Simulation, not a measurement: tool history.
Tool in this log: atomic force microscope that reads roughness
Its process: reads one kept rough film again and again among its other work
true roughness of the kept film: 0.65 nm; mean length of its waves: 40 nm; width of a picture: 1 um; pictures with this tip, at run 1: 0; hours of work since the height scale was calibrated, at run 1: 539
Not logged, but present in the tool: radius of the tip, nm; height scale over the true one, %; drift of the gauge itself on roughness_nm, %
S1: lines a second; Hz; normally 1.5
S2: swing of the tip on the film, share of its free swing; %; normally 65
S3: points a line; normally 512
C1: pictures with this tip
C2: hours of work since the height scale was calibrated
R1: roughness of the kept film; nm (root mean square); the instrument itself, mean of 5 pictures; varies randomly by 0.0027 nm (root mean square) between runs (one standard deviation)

run,hour,S1,S2,S3,C1,C2,R1
1,0,1.5,65,512,0,539,0.597
2,29.9,1.5,65,512,40,555,0.596
3,72,1.5,65,512,96,579,0.595
4,94.5,1.5,65,512,126,591,0.598
5,129.7,0.84,65,512,173,611,0.621
# hour 157.5: new tip fitted
6,157.5,0.84,65,512,0,626,0.616
7,189.7,0.84,65,512,43,644,0.614
8,218.4,0.84,65,512,81,660,0.618
9,237.2,0.84,65,512,106,671,0.62
10,270.1,0.84,65,512,150,689,0.619
11,298.3,1.5,65,512,187,705,0.599
# hour 316.5: new tip fitted
12,339.2,1.12,65,512,30,727,0.614
13,380.4,1.5,65,744,85,750,0.601
14,421.1,1.5,65,512,139,773,0.598
15,440.7,3.85,65,512,165,784,0.542
16,461.4,3.85,65,512,193,795,0.537
# hour 474.2: new tip fitted
17,484.7,1.5,65,512,14,808,0.598
18,504.8,1.5,65,512,41,819,0.602
19,542.8,1.5,68,512,92,840,0.589
20,567.7,1.5,65,512,125,854,0.603
21,607.8,2.02,73,787,178,877,0.555
# hour 631.4: new tip fitted
22,638.3,1.24,68,526,9,893,0.598
23,674.8,1.24,68,526,58,914,0.601
24,701.5,1.24,68,417,94,929,0.6
25,741,1.24,68,417,146,951,0.6
26,777.6,1.36,68,616,195,971,0.593
# hour 788.4: new tip fitted
27,806.7,2.27,66,355,24,987,0.576
28,837.7,2.27,66,355,66,1004,0.574
29,881.3,0.6,66,355,124,1029,0.621
30,912.3,1.5,65,351,165,1046,0.6

What will run 31 give?
# hour 944.9: new tip fitted
31,945.8,1.5,65,351,1,1064,?

Run 31 gave R1 0.6 nm (root mean square).
Minus the tool's unlogged condition, the same run would have read R1 0.6 nm (root mean square).
